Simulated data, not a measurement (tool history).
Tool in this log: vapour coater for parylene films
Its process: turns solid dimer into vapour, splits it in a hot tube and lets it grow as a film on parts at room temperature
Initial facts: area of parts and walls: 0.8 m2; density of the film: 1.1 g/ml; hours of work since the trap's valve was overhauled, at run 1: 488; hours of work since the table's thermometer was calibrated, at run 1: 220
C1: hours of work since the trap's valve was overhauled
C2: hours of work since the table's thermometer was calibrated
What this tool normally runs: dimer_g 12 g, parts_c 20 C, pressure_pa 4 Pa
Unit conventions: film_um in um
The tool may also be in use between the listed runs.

{"run": 1, "hour": 0.0, "dimer_g": 12, "parts_c": 20, "pressure_pa": 4, "C1": 488, "C2": 220, "film_um": 6.23}
{"run": 2, "hour": 29.9, "dimer_g": 7, "parts_c": 20, "pressure_pa": 4, "C1": 508, "C2": 239, "film_um": 3.65}
{"run": 3, "hour": 66.5, "dimer_g": 7, "parts_c": 20, "pressure_pa": 4, "C1": 533, "C2": 264, "film_um": 3.5}
{"run": 4, "hour": 87.8, "dimer_g": 12, "parts_c": 18, "pressure_pa": 4, "C1": 547, "C2": 278, "film_um": 6.34}
{"hour": 94.5, "done": "trap's valve overhauled"}
{"run": 5, "hour": 121.1, "dimer_g": 12, "parts_c": 18, "pressure_pa": 4, "C1": 18, "C2": 298, "film_um": 6.88}
{"run": 6, "hour": 157.9, "dimer_g": 12, "parts_c": 20, "pressure_pa": 4, "C1": 42, "C2": 322, "film_um": 6.63}
{"run": 7, "hour": 189.3, "dimer_g": 12, "parts_c": 20, "pressure_pa": 4, "C1": 63, "C2": 343, "film_um": 6.59}
{"run": 8, "hour": 216.5, "dimer_g": 12, "parts_c": 20, "pressure_pa": 4, "C1": 81, "C2": 361, "film_um": 6.61}
{"run": 9, "hour": 250.4, "dimer_g": 12, "parts_c": 20, "pressure_pa": 4, "C1": 104, "C2": 384, "film_um": 6.57}
{"run": 10, "hour": 265.7, "dimer_g": 12, "parts_c": 20, "pressure_pa": 4, "C1": 114, "C2": 394, "film_um": 6.54}
{"run": 11, "hour": 300.3, "dimer_g": 7, "parts_c": 20, "pressure_pa": 4, "C1": 137, "C2": 417, "film_um": 3.8}
{"run": 12, "hour": 337.0, "dimer_g": 7, "parts_c": 20, "pressure_pa": 3.08, "C1": 161, "C2": 441, "film_um": 3.99}
{"run": 13, "hour": 367.8, "dimer_g": 10, "parts_c": 20, "pressure_pa": 5.76, "C1": 182, "C2": 462, "film_um": 5.1}
{"run": 14, "hour": 394.5, "dimer_g": 7, "parts_c": 14, "pressure_pa": 7.45, "C1": 200, "C2": 480, "film_um": 3.83}
{"run": 15, "hour": 429.4, "dimer_g": 5, "parts_c": 28, "pressure_pa": 3.38, "C1": 223, "C2": 503, "film_um": 2.36}
{"run": 16, "hour": 460.6, "dimer_g": 9, "parts_c": 30, "pressure_pa": 6.74, "C1": 244, "C2": 524, "film_um": 3.75}
{"run": 17, "hour": 497.1, "dimer_g": 13, "parts_c": 30, "pressure_pa": 6.74, "C1": 268, "C2": 548, "film_um": 5.3}
{"run": 18, "hour": 530.7, "dimer_g": 13, "parts_c": 30, "pressure_pa": 6.74, "C1": 290, "C2": 570, "film_um": 5.36}
{"run": 19, "hour": 551.8, "dimer_g": 22, "parts_c": 30, "pressure_pa": 6.74, "C1": 305, "C2": 584, "film_um": 9.05}
{"run": 20, "hour": 571.9, "dimer_g": 12, "parts_c": 18, "pressure_pa": 4, "C1": 318, "C2": 598, "film_um": 6.58}
{"run": 21, "hour": 601.2, "dimer_g": 7, "parts_c": 15, "pressure_pa": 4, "C1": 337, "C2": 617, "film_um": 3.99}

4 options for the next run, each taken on its own from the tool as it stands now. Forecast them:
{"run": "A", "hour": 630.1, "dimer_g": 8, "parts_c": 24, "pressure_pa": 2.02, "C1": 357, "C2": 637, "film_um": "?"}
{"run": "B", "hour": 630.1, "dimer_g": 6, "parts_c": 20, "pressure_pa": 2.12, "C1": 357, "C2": 637, "film_um": "?"}
{"run": "C", "hour": 630.1, "dimer_g": 7, "parts_c": 29, "pressure_pa": 7, "C1": 357, "C2": 637, "film_um": "?"}
{"run": "D", "hour": 630.1, "dimer_g": 7, "parts_c": 15, "pressure_pa": 6.05, "C1": 357, "C2": 637, "film_um": "?"}

run=A film_um=4.38
run=B film_um=3.54
run=C film_um=2.95
run=D film_um=3.79
What these runs would have given with no unlogged condition in the tool:
run=A film_um=4.61
run=B film_um=3.73
run=C film_um=3.1
run=D film_um=3.99
